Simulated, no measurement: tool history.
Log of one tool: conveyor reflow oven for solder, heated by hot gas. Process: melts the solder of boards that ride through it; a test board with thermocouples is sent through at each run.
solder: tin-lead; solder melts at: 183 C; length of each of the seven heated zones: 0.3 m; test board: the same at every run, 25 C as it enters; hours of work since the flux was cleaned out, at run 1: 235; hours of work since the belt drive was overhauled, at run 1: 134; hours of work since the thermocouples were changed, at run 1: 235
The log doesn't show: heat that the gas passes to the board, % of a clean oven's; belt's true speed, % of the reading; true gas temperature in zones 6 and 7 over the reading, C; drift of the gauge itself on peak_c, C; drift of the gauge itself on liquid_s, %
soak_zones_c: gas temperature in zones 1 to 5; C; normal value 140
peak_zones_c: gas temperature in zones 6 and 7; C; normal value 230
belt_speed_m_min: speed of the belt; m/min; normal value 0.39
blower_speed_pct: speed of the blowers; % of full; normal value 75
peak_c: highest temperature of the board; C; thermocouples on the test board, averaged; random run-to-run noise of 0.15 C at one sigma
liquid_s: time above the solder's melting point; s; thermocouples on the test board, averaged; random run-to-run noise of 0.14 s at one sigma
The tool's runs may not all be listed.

run   hour  soak_zones_c  peak_zones_c  belt_speed_m_min  blower_speed_pct  hours of work since the flux was cleaned out  hours of work since the belt drive was overhauled  hours of work since the thermocouples were changed  peak_c  liquid_s
  1      0           140           230              0.39                75                                           235                                                134                                                 235   214.9      68.3
  2   16.5           140           230              0.39                75                                           248                                                147                                                 248     215      68.1
  3   28.7           140           230              0.39                75                                           257                                                156                                                 257   214.7      67.9
      49.6  -- flux residue cleaned out of gas plates and filters
  4   49.6           140           230              0.39                77                                             0                                                169                                                 270   216.6      70.6
  5   64.3           150           230              0.39                75                                            11                                                180                                                 281   217.8      76.3
  6   81.7           150           230              0.39                75                                            25                                                194                                                 295   217.9      76.3
  7  102.9           140           230              0.39                75                                            42                                                210                                                 311   216.1      69.8
  8  116.9           140           230              0.39                75                                            53                                                221                                                 322   216.2      69.8
  9  137.9           140           230              0.39                75                                            69                                                237                                                 339   216.2        70
 10  150.9           140           230             0.368                75                                            79                                                248                                                 349   217.6      75.8
 11  175.5           140           230             0.368                75                                            98                                                267                                                 368   217.6        76
 12  187.7           140           230             0.368                75                                           108                                                276                                                 378   217.4      75.8
 13  198.6           140           230              0.39                75                                           116                                                285                                                 386   215.7      69.7
 14  218.4           140           230              0.39                75                                           132                                                300                                                 401   215.8      69.4
 15  236.1           140           244              0.39                75                                           145                                                314                                                 415     228        79
 16  253.4           149           244              0.39                75                                           159                                                328                                                 429     229      83.8
 17  274.1           149           244              0.39                75                                           175                                                344                                                 445   229.1      83.8
 18  298.3           152           241             0.398                58                                           194                                                363                                                 464     224      79.5
 19  322.4           142           230             0.421                75                                           213                                                381                                                 483   213.4      62.3
 20  346.5           136           230             0.421                81                                           232                                                400                                                 501   213.1      59.8
 21  370.6           151           230             0.336                81                                           250                                                419                                                 520   220.8      92.9
 22    385           142           230              0.32                59                                           262                                                430                                                 531   218.3      89.8
     400.9  -- flux residue cleaned out of gas plates and filters
 23  413.6           132           239             0.362                59                                            10                                                449                                                 550   222.6      77.6
     423.6  -- thermocouples of zones 6 and 7 changed
 24  430.3           132           239             0.362                59                                            21                                                460                                                   5   222.4      77.9
 25  453.4           132           239             0.362                59                                            39                                                478                                                  23   222.7      77.7
 26  464.3           132           239             0.362                59                                            48                                                487                                                  32   222.4      77.7
 27  477.8           148           232             0.388                82                                            58                                                497                                                  42   220.2      77.9
 28  499.4           148           242             0.388                82                                            75                                                514                                                  59   228.8      83.5
 29  523.4           140           226             0.438                87                                            94                                                533                                                  78   210.6      56.8
 30  546.1           129           230              0.39                75                                           112                                                550                                                  95   214.2      63.6

Below, some changes in peak_c between adjacent runs. For each, the amount present without the hidden state too (settings, incoming material, random variation) and the amount remaining for the hidden state with gauge scatter not shared by both compared results:
Run 3 -> 4: blower_speed_pct 75 -> 77, flux residue cleaned out of gas plates and filters. peak_c +1.9 C: hidden state +1.5, all else +0.4.
Run 14 -> 15: peak_zones_c 230 -> 244. peak_c +12.2 C: hidden state -0.1, all else +12.3.
Run 18 -> 19: soak_zones_c 152 -> 142, peak_zones_c 241 -> 230, belt_speed_m_min 0.398 -> 0.421, blower_speed_pct 58 -> 75. peak_c -10.6 C: hidden state -0.2, all else -10.4.
Run 20 -> 21: soak_zones_c 136 -> 151, belt_speed_m_min 0.421 -> 0.336. peak_c +7.7 C: hidden state +0.3, all else +7.4.
Run 22 -> 23: soak_zones_c 142 -> 132, peak_zones_c 230 -> 239, belt_speed_m_min 0.32 -> 0.362, flux residue cleaned out of gas plates and filters. peak_c +4.3 C: hidden state +0.8, all else +3.5.
Run 28 -> 29: soak_zones_c 148 -> 140, peak_zones_c 242 -> 226, belt_speed_m_min 0.388 -> 0.438, blower_speed_pct 82 -> 87. peak_c -18.2 C: hidden state -0.2, all else -18.
